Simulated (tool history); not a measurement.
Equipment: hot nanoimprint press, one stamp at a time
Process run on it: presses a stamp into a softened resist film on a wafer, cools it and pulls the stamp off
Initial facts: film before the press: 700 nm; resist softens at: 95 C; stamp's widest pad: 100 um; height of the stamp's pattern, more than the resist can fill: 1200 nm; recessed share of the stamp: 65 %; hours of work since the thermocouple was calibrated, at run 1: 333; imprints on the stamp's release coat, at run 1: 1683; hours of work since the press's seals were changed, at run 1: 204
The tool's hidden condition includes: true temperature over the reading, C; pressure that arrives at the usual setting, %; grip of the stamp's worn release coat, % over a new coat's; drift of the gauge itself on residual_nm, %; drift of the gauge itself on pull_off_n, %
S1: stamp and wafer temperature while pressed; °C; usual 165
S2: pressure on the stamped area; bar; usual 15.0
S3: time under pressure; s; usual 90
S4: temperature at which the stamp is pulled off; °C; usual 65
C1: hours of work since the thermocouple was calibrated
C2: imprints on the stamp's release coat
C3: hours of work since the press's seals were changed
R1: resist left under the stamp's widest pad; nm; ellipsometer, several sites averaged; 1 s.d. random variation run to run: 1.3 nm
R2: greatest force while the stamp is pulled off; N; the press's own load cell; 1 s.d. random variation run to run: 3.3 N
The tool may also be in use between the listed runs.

{"run": 1, "hour": 0.0, "S1": 165, "S2": 15.0, "S3": 90, "S4": 65, "C1": 333, "C2": 1683, "C3": 204, "R1": 273.8, "R2": 212}
{"run": 2, "hour": 7.3, "S1": 165, "S2": 15.0, "S3": 90, "S4": 65, "C1": 338, "C2": 1700, "C3": 208, "R1": 273.4, "R2": 216}
{"run": 3, "hour": 19.3, "S1": 165, "S2": 15.0, "S3": 90, "S4": 65, "C1": 345, "C2": 1728, "C3": 215, "R1": 275.5, "R2": 219}
{"run": 4, "hour": 33.1, "S1": 165, "S2": 15.0, "S3": 92, "S4": 65, "C1": 353, "C2": 1760, "C3": 223, "R1": 273.5, "R2": 211}
{"run": 5, "hour": 41.6, "S1": 165, "S2": 15.0, "S3": 92, "S4": 65, "C1": 357, "C2": 1780, "C3": 228, "R1": 270.9, "R2": 215}
{"run": 6, "hour": 51.4, "S1": 165, "S2": 15.0, "S3": 90, "S4": 65, "C1": 363, "C2": 1803, "C3": 234, "R1": 275.0, "R2": 228}
{"run": 7, "hour": 60.2, "S1": 165, "S2": 13.3, "S3": 90, "S4": 65, "C1": 368, "C2": 1824, "C3": 239, "R1": 290.4, "R2": 213}
{"hour": 76.2, "done": "stamp cleaned and given a new release coat"}
{"run": 8, "hour": 80.6, "S1": 165, "S2": 15.0, "S3": 90, "S4": 65, "C1": 377, "C2": 10, "C3": 247, "R1": 274.4, "R2": 154}
{"run": 9, "hour": 90.4, "S1": 165, "S2": 20.6, "S3": 90, "S4": 65, "C1": 382, "C2": 33, "C3": 253, "R1": 233.1, "R2": 154}
{"run": 10, "hour": 102.8, "S1": 165, "S2": 20.6, "S3": 90, "S4": 65, "C1": 389, "C2": 62, "C3": 260, "R1": 232.9, "R2": 154}
{"run": 11, "hour": 115.3, "S1": 165, "S2": 20.6, "S3": 90, "S4": 65, "C1": 397, "C2": 91, "C3": 267, "R1": 234.3, "R2": 152}
{"run": 12, "hour": 121.7, "S1": 165, "S2": 15.0, "S3": 90, "S4": 65, "C1": 400, "C2": 106, "C3": 271, "R1": 272.4, "R2": 154}
{"run": 13, "hour": 131.7, "S1": 165, "S2": 15.0, "S3": 90, "S4": 65, "C1": 406, "C2": 130, "C3": 277, "R1": 272.0, "R2": 158}
{"run": 14, "hour": 138.4, "S1": 174, "S2": 23.2, "S3": 110, "S4": 65, "C1": 410, "C2": 145, "C3": 281, "R1": 142.9, "R2": 157}
{"run": 15, "hour": 148.9, "S1": 171, "S2": 23.2, "S3": 159, "S4": 53, "C1": 416, "C2": 170, "C3": 287, "R1": 134.2, "R2": 196}
{"run": 16, "hour": 158.6, "S1": 170, "S2": 16.2, "S3": 65, "S4": 64, "C1": 422, "C2": 193, "C3": 292, "R1": 246.3, "R2": 160}
{"run": 17, "hour": 167.5, "S1": 165, "S2": 20.3, "S3": 90, "S4": 65, "C1": 427, "C2": 213, "C3": 297, "R1": 233.2, "R2": 156}
{"run": 18, "hour": 182.7, "S1": 165, "S2": 20.3, "S3": 90, "S4": 65, "C1": 436, "C2": 249, "C3": 306, "R1": 235.4, "R2": 158}
{"run": 19, "hour": 193.6, "S1": 175, "S2": 9.6, "S3": 58, "S4": 67, "C1": 442, "C2": 274, "C3": 312, "R1": 279.6, "R2": 151}
{"run": 20, "hour": 201.3, "S1": 158, "S2": 14.6, "S3": 109, "S4": 72, "C1": 446, "C2": 292, "C3": 317, "R1": 337.6, "R2": 138}
{"run": 21, "hour": 212.2, "S1": 155, "S2": 9.5, "S3": 47, "S4": 72, "C1": 453, "C2": 318, "C3": 323, "R1": 546.4, "R2": 139}
{"run": 22, "hour": 223.5, "S1": 154, "S2": 15.0, "S3": 90, "S4": 65, "C1": 459, "C2": 344, "C3": 330, "R1": 412.7, "R2": 172}
{"run": 23, "hour": 238.0, "S1": 154, "S2": 15.0, "S3": 90, "S4": 65, "C1": 467, "C2": 378, "C3": 338, "R1": 410.4, "R2": 163}
{"run": 24, "hour": 250.5, "S1": 158, "S2": 12.7, "S3": 82, "S4": 64, "C1": 475, "C2": 407, "C3": 345, "R1": 390.3, "R2": 166}
{"run": 25, "hour": 257.3, "S1": 165, "S2": 14.8, "S3": 112, "S4": 65, "C1": 479, "C2": 423, "C3": 349, "R1": 248.4, "R2": 169}

Pick out some run-to-run changes in R1. Of each, how much would a tool without hidden state show as well, from the settings, what came in and chance, and how much is left for the hidden state and any gauge scatter not in both results compared?
Run 13 -> 14: S1 165 -> 174, S2 15.0 -> 23.2, S3 90 -> 110. R1 -129.1 nm: hidden state +4.6, all else -133.7.
Run 20 -> 21: S1 158 -> 155, S2 14.6 -> 9.5, S3 109 -> 47. R1 +208.8 nm: hidden state +0.4, all else +208.4.
Run 24 -> 25: S1 158 -> 165, S2 12.7 -> 14.8, S3 82 -> 112, S4 64 -> 65. R1 -141.9 nm: hidden state +4.2, all else -146.1.
